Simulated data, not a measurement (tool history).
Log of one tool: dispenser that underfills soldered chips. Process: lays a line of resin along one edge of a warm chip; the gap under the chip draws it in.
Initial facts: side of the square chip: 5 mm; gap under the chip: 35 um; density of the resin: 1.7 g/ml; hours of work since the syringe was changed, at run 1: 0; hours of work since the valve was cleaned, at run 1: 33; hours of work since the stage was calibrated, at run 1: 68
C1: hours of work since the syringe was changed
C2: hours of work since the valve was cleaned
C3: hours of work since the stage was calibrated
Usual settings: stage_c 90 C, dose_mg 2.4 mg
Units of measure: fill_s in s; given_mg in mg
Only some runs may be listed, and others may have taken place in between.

run 1 hour=0 | stage_c=90 dose_mg=2.4 | C1=0 C2=33 C3=68 | fill_s=42.7 given_mg=2.37
run 2 hour=3.6 | stage_c=90 dose_mg=2.4 | C1=2 C2=35 C3=70 | fill_s=48.1 given_mg=2.37
run 3 hour=7.4 | stage_c=90 dose_mg=2.4 | C1=5 C2=37 C3=72 | fill_s=56.5 given_mg=2.36
run 4 hour=10.7 | stage_c=90 dose_mg=2.35 | C1=7 C2=39 C3=74 | fill_s=64.7 given_mg=2.3
run 5 hour=15.3 | stage_c=92 dose_mg=2.4 | C1=9 C2=42 C3=77 | fill_s=70.9 given_mg=2.38
-- hour=18.9 new syringe of resin
run 6 hour=20.1 | stage_c=90 dose_mg=2.24 | C1=1 C2=45 C3=80 | fill_s=44.5 given_mg=2.21
run 7 hour=27.2 | stage_c=90 dose_mg=2.24 | C1=5 C2=50 C3=84 | fill_s=61.2 given_mg=2.19
run 8 hour=32 | stage_c=77 dose_mg=3.05 | C1=8 C2=52 C3=87 | fill_s=109.2 given_mg=2.97
run 9 hour=36.2 | stage_c=105 dose_mg=2.44 | C1=11 C2=55 C3=90 | fill_s=50.9 given_mg=2.38
-- hour=37.9 new syringe of resin
run 10 hour=39.6 | stage_c=79 dose_mg=2.89 | C1=1 C2=57 C3=92 | fill_s=67.7 given_mg=2.84
run 11 hour=46.7 | stage_c=92 dose_mg=2.15 | C1=5 C2=61 C3=96 | fill_s=57.8 given_mg=2.09
run 12 hour=51.7 | stage_c=81 dose_mg=2.39 | C1=9 C2=65 C3=99 | fill_s=104.4 given_mg=2.32
-- hour=56.9 new syringe of resin
run 13 hour=58.9 | stage_c=84 dose_mg=2.08 | C1=1 C2=69 C3=104 | fill_s=58.7 given_mg=2.03
run 14 hour=63.8 | stage_c=90 dose_mg=2.04 | C1=4 C2=72 C3=107 | fill_s=57.8 given_mg=1.99

Results per run with the tool's hidden condition removed, run-to-run variation unchanged:
The hidden state here: resin's viscosity, % of fresh resin's; dose that the valve gives, % of what is set; true chip temperature over the reading, C; drift of the gauge itself on fill_s, %; drift of the gauge itself on given_mg, %.
run=1 fill_s=44 given_mg=2.4
run=2 fill_s=42.8 given_mg=2.4
run=3 fill_s=43.4 given_mg=2.4
run=4 fill_s=43.2 given_mg=2.33
run=5 fill_s=39.3 given_mg=2.42
run=6 fill_s=43.5 given_mg=2.25
run=7 fill_s=45.1 given_mg=2.24
run=8 fill_s=66.1 given_mg=3.04
run=9 fill_s=25.9 given_mg=2.43
run=10 fill_s=63.8 given_mg=2.91
run=11 fill_s=40.8 given_mg=2.14
run=12 fill_s=60.5 given_mg=2.39
run=13 fill_s=55.1 given_mg=2.09
run=14 fill_s=44.5 given_mg=2.05

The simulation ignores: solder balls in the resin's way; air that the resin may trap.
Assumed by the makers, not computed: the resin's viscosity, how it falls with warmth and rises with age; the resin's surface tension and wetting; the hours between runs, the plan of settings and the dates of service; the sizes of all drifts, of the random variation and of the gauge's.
